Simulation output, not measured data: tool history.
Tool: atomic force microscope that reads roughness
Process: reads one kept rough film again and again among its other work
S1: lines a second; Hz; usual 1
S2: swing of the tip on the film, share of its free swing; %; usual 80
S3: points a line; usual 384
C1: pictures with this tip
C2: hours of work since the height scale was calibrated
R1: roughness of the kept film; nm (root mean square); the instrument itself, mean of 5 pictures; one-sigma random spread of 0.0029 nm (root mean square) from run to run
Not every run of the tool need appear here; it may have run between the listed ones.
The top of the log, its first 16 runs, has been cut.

run,hour,S1,S2,S3,C1,C2,R1
17,121.6,0.91,80,384,39,194,0.759
18,130.2,0.91,80,384,51,198,0.753
# hour 139.7: new tip fitted
19,141.6,2.95,80,384,3,204,0.669
# hour 143.2: height scale calibrated on a step standard
20,150.1,1.62,80,769,13,3,0.736
21,159,1,64,825,26,8,0.808
22,167.5,1,61,825,38,12,0.804
23,175,0.69,74,679,48,16,0.787
# hour 185.7: new tip fitted
24,186.2,3.04,61,276,0,21,0.767
25,193.5,3.04,61,276,11,24,0.765
# hour 199: height scale calibrated on a step standard, once more
26,204.2,0.72,58,491,24,3,0.829
27,214,0.91,56,515,38,7,0.818
28,220.4,2.19,83,384,47,10,0.665
29,227.9,2.7,83,917,58,14,0.636
# hour 232.5: new tip fitted
30,233.4,2.7,64,423,2,17,0.771
31,239.5,0.9,64,321,10,20,0.817
32,250.1,2.06,80,276,25,25,0.698
33,256.3,3.23,74,330,34,28,0.679
34,265.8,0.76,74,330,47,32,0.78
35,275.6,0.76,74,330,61,37,0.774
# hour 277.7: new tip fitted
36,281.1,1,55,486,5,40,0.829
37,287.5,1,55,486,14,43,0.825
38,294.8,2.07,80,307,24,46,0.698

Predict each of these 5 candidate next runs independently; none follows another, all start after run 38:
A,303.3,2.18,64,336,36,51,?
B,303.3,1.22,77,617,36,51,?
C,303.3,0.71,80,307,36,51,?
D,303.3,1,60,384,36,51,?
E,303.3,3.24,80,384,36,51,?

run,R1
A,0.756
B,0.76
C,0.77
D,0.802
E,0.627
Without the tool's unlogged condition, the same runs would have read:
run,R1
A,0.777
B,0.781
C,0.791
D,0.824
E,0.645
